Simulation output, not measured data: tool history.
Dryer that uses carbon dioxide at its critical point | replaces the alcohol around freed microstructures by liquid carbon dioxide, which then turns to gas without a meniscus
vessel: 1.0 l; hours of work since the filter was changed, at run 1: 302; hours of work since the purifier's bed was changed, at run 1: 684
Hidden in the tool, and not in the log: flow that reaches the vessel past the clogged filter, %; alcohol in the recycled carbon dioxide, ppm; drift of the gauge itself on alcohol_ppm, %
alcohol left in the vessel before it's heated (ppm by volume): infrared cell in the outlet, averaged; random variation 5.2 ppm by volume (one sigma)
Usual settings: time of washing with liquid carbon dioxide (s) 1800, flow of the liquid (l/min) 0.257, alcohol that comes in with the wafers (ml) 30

| run | hour | time of washing with liquid carbon dioxide (s) | flow of the liquid (l/min) | alcohol that comes in with the wafers (ml) | hours of work since the filter was changed | hours of work since the purifier's bed was changed | alcohol left in the vessel before it's heated (ppm by volume) |
|---|---|---|---|---|---|---|---|
| 1 | 0.0 | 1800 | 0.257 | 30 | 302 | 684 | 237 |
|  | 28.8 | purifier's bed changed |
| 2 | 52.6 | 1200 | 0.257 | 30 | 321 | 9 | 832 |
| 3 | 87.5 | 1200 | 0.257 | 30 | 334 | 22 | 861 |
| 4 | 146.2 | 1200 | 0.257 | 30 | 356 | 44 | 866 |
| 5 | 196.1 | 1800 | 0.257 | 30 | 374 | 62 | 179 |
| 6 | 229.0 | 1800 | 0.348 | 30 | 386 | 75 | 35 |
| 7 | 260.0 | 1800 | 0.348 | 30 | 398 | 86 | 39 |
| 8 | 293.0 | 1800 | 0.348 | 30 | 410 | 98 | 42 |
| 9 | 357.1 | 1800 | 0.348 | 30 | 434 | 122 | 44 |
| 10 | 397.8 | 1800 | 0.257 | 30 | 449 | 137 | 182 |
| 11 | 461.6 | 1800 | 0.257 | 30 | 473 | 161 | 205 |
| 12 | 510.3 | 1800 | 0.257 | 27 | 491 | 179 | 186 |
| 13 | 555.0 | 1800 | 0.257 | 27 | 508 | 196 | 196 |
|  | 620.2 | inlet filter changed |
| 14 | 620.2 | 2760 | 0.257 | 30 | 0 | 220 | 41 |
| 15 | 666.2 | 2520 | 0.257 | 57 | 17 | 237 | 61 |
| 16 | 713.8 | 1560 | 0.257 | 64 | 35 | 255 | 498 |
| 17 | 771.7 | 1560 | 0.257 | 64 | 56 | 276 | 523 |
| 18 | 803.9 | 1560 | 0.257 | 64 | 68 | 288 | 531 |
| 19 | 838.7 | 1800 | 0.241 | 88 | 81 | 301 | 511 |
| 20 | 903.6 | 1800 | 0.241 | 88 | 106 | 325 | 561 |
| 21 | 937.7 | 1800 | 0.166 | 30 | 118 | 338 | 966 |
| 22 | 1002.8 | 2880 | 0.189 | 86 | 143 | 362 | 202 |
| 23 | 1065.6 | 1080 | 0.166 | 68 | 166 | 386 | 8593 |
| 24 | 1123.4 | 1800 | 0.155 | 37 | 187 | 407 | 1557 |
| 25 | 1183.9 | 1800 | 0.331 | 88 | 210 | 430 | 145 |
| 26 | 1233.9 | 1140 | 0.172 | 94 | 229 | 448 | 10279 |

Hidden state or all else? Some run-to-run changes of alcohol left in the vessel before it's heated (ppm by volume), split into what the settings, what came in and random variation would give without the hidden state, and what is left for the hidden state (with any gauge scatter that isn't in both results):
Run 22 -> 23: time of washing with liquid carbon dioxide (s) 2880 -> 1080, flow of the liquid (l/min) 0.189 -> 0.166, alcohol that comes in with the wafers (ml) 86 -> 68. alcohol left in the vessel before it's heated (ppm by volume) +8391: hidden state +670, all else +7721.
Run 25 -> 26: time of washing with liquid carbon dioxide (s) 1800 -> 1140, flow of the liquid (l/min) 0.331 -> 0.172, alcohol that comes in with the wafers (ml) 88 -> 94. alcohol left in the vessel before it's heated (ppm by volume) +10134: hidden state +1179, all else +8955.
